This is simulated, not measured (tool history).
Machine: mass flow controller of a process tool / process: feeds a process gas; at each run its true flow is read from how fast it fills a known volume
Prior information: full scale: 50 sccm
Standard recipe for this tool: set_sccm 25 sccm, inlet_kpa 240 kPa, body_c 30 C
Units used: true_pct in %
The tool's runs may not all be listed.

{"run": 1, "hour": 0.0, "set_sccm": 25, "inlet_kpa": 240, "body_c": 30, "true_pct": 98.42}
{"run": 2, "hour": 403.8, "set_sccm": 25, "inlet_kpa": 240, "body_c": 30, "true_pct": 98.41}
{"run": 3, "hour": 855.4, "set_sccm": 24, "inlet_kpa": 240, "body_c": 30, "true_pct": 98.54}
{"run": 4, "hour": 1094.4, "set_sccm": 25, "inlet_kpa": 240, "body_c": 30, "true_pct": 98.51}
{"run": 5, "hour": 1548.5, "set_sccm": 25, "inlet_kpa": 240, "body_c": 30, "true_pct": 98.66}
{"run": 6, "hour": 2023.7, "set_sccm": 27, "inlet_kpa": 240, "body_c": 30, "true_pct": 98.79}
{"run": 7, "hour": 2262.3, "set_sccm": 25, "inlet_kpa": 234, "body_c": 30, "true_pct": 98.82}
{"run": 8, "hour": 2742.5, "set_sccm": 25, "inlet_kpa": 240, "body_c": 28, "true_pct": 99.25}
{"run": 9, "hour": 3183.2, "set_sccm": 25, "inlet_kpa": 240, "body_c": 28, "true_pct": 99.32}
{"run": 10, "hour": 3536.4, "set_sccm": 25, "inlet_kpa": 240, "body_c": 30, "true_pct": 99.0}
{"run": 11, "hour": 4040.3, "set_sccm": 25, "inlet_kpa": 240, "body_c": 36, "true_pct": 98.52}
{"run": 12, "hour": 4247.9, "set_sccm": 25, "inlet_kpa": 240, "body_c": 36, "true_pct": 98.64}
{"hour": 4388.5, "done": "controller's zero set anew"}
{"run": 13, "hour": 4488.3, "set_sccm": 25, "inlet_kpa": 167, "body_c": 30, "true_pct": 100.04}
{"run": 14, "hour": 4694.8, "set_sccm": 25, "inlet_kpa": 167, "body_c": 30, "true_pct": 99.97}
{"run": 15, "hour": 4986.7, "set_sccm": 25, "inlet_kpa": 167, "body_c": 30, "true_pct": 100.02}
{"run": 16, "hour": 5471.3, "set_sccm": 25, "inlet_kpa": 167, "body_c": 30, "true_pct": 100.17}
{"run": 17, "hour": 5759.3, "set_sccm": 25, "inlet_kpa": 238, "body_c": 30, "true_pct": 99.57}
{"run": 18, "hour": 6226.2, "set_sccm": 25, "inlet_kpa": 142, "body_c": 30, "true_pct": 100.4}
{"run": 19, "hour": 6586.9, "set_sccm": 25, "inlet_kpa": 240, "body_c": 32, "true_pct": 99.49}
{"hour": 6625.9, "done": "controller exchanged for a calibrated one"}
{"run": 20, "hour": 6858.0, "set_sccm": 25, "inlet_kpa": 240, "body_c": 32, "true_pct": 99.64}
{"run": 21, "hour": 7283.7, "set_sccm": 25, "inlet_kpa": 240, "body_c": 32, "true_pct": 99.6}
{"run": 22, "hour": 7732.0, "set_sccm": 25, "inlet_kpa": 240, "body_c": 32, "true_pct": 99.84}
{"run": 23, "hour": 8016.2, "set_sccm": 25, "inlet_kpa": 144, "body_c": 30, "true_pct": 100.76}
{"run": 24, "hour": 8497.3, "set_sccm": 25, "inlet_kpa": 144, "body_c": 30, "true_pct": 100.87}
{"run": 25, "hour": 8887.3, "set_sccm": 25, "inlet_kpa": 144, "body_c": 30, "true_pct": 100.9}
{"run": 26, "hour": 9246.4, "set_sccm": 25, "inlet_kpa": 206, "body_c": 30, "true_pct": 100.54}
{"hour": 9643.1, "done": "gauge calibrated"}
{"run": 27, "hour": 9660.0, "set_sccm": 35, "inlet_kpa": 141, "body_c": 30, "true_pct": 99.39}
{"run": 28, "hour": 10111.4, "set_sccm": 16, "inlet_kpa": 240, "body_c": 30, "true_pct": 98.12}
{"run": 29, "hour": 10449.8, "set_sccm": 16, "inlet_kpa": 240, "body_c": 30, "true_pct": 98.22}
{"run": 30, "hour": 10860.6, "set_sccm": 25, "inlet_kpa": 240, "body_c": 21, "true_pct": 99.56}
{"run": 31, "hour": 11255.2, "set_sccm": 6, "inlet_kpa": 240, "body_c": 34, "true_pct": 97.78}
{"run": 32, "hour": 11524.6, "set_sccm": 6, "inlet_kpa": 187, "body_c": 34, "true_pct": 98.16}
{"run": 33, "hour": 11874.1, "set_sccm": 6, "inlet_kpa": 187, "body_c": 34, "true_pct": 98.28}
{"run": 34, "hour": 12132.6, "set_sccm": 6, "inlet_kpa": 187, "body_c": 34, "true_pct": 98.38}
{"run": 35, "hour": 12379.3, "set_sccm": 6, "inlet_kpa": 187, "body_c": 34, "true_pct": 98.28}
{"run": 36, "hour": 12868.0, "set_sccm": 11, "inlet_kpa": 199, "body_c": 30, "true_pct": 98.97}
{"run": 37, "hour": 13265.3, "set_sccm": 10, "inlet_kpa": 240, "body_c": 25, "true_pct": 99.29}
{"run": 38, "hour": 13481.7, "set_sccm": 6, "inlet_kpa": 270, "body_c": 33, "true_pct": 97.98}
{"hour": 13603.5, "done": "controller's zero set anew"}
{"run": 39, "hour": 13718.9, "set_sccm": 16, "inlet_kpa": 209, "body_c": 27, "true_pct": 99.54}
{"run": 40, "hour": 14038.0, "set_sccm": 10, "inlet_kpa": 209, "body_c": 37, "true_pct": 98.32}
{"run": 41, "hour": 14357.3, "set_sccm": 10, "inlet_kpa": 209, "body_c": 37, "true_pct": 98.38}
{"run": 42, "hour": 14789.5, "set_sccm": 10, "inlet_kpa": 209, "body_c": 37, "true_pct": 98.58}
{"run": 43, "hour": 15028.0, "set_sccm": 7, "inlet_kpa": 185, "body_c": 37, "true_pct": 98.59}
{"hour": 15086.9, "done": "gauge calibrated"}
{"run": 44, "hour": 15314.2, "set_sccm": 23, "inlet_kpa": 209, "body_c": 29, "true_pct": 98.58}
{"run": 45, "hour": 15518.6, "set_sccm": 23, "inlet_kpa": 209, "body_c": 30, "true_pct": 98.74}
{"hour": 15857.4, "done": "controller exchanged for a calibrated one"}
{"run": 46, "hour": 15900.9, "set_sccm": 23, "inlet_kpa": 209, "body_c": 30, "true_pct": 98.64}
{"run": 47, "hour": 16186.9, "set_sccm": 23, "inlet_kpa": 209, "body_c": 30, "true_pct": 98.79}
{"run": 48, "hour": 16544.2, "set_sccm": 23, "inlet_kpa": 209, "body_c": 30, "true_pct": 98.93}
{"run": 49, "hour": 16861.2, "set_sccm": 6, "inlet_kpa": 240, "body_c": 35, "true_pct": 97.49}

Subtracting, for every run, the result it would have given without the tool's unlogged condition from the measured result gives the following. The same run-to-run variation enters both numbers; the gauge's scatter may not:
Hidden state at play: flow at rest that the sensor doesn't see, % of full scale; true flow over the shown one, %; drift of the gauge itself on true_pct, %.
run=1 true_pct=+0.00
run=2 true_pct=+0.08
run=3 true_pct=+0.17
run=4 true_pct=+0.22
run=5 true_pct=+0.32
run=6 true_pct=+0.42
run=7 true_pct=+0.47
run=8 true_pct=+0.57
run=9 true_pct=+0.66
run=10 true_pct=+0.74
run=11 true_pct=+0.84
run=12 true_pct=+0.87
run=13 true_pct=+0.95
run=14 true_pct=+1.00
run=15 true_pct=+1.05
run=16 true_pct=+1.16
run=17 true_pct=+1.21
run=18 true_pct=+1.32
run=19 true_pct=+1.38
run=20 true_pct=+1.43
run=21 true_pct=+1.52
run=22 true_pct=+1.61
run=23 true_pct=+1.68
run=24 true_pct=+1.79
run=25 true_pct=+1.86
run=26 true_pct=+1.93
run=27 true_pct=+0.01
run=28 true_pct=+0.09
run=29 true_pct=+0.16
run=30 true_pct=+0.26
run=31 true_pct=+0.30
run=32 true_pct=+0.36
run=33 true_pct=+0.43
run=34 true_pct=+0.48
run=35 true_pct=+0.54
run=36 true_pct=+0.66
run=37 true_pct=+0.74
run=38 true_pct=+0.75
run=39 true_pct=+0.86
run=40 true_pct=+0.91
run=41 true_pct=+0.98
run=42 true_pct=+1.07
run=43 true_pct=+1.12
run=44 true_pct=+0.06
run=45 true_pct=+0.10
run=46 true_pct=+0.16
run=47 true_pct=+0.23
run=48 true_pct=+0.31
run=49 true_pct=+0.36
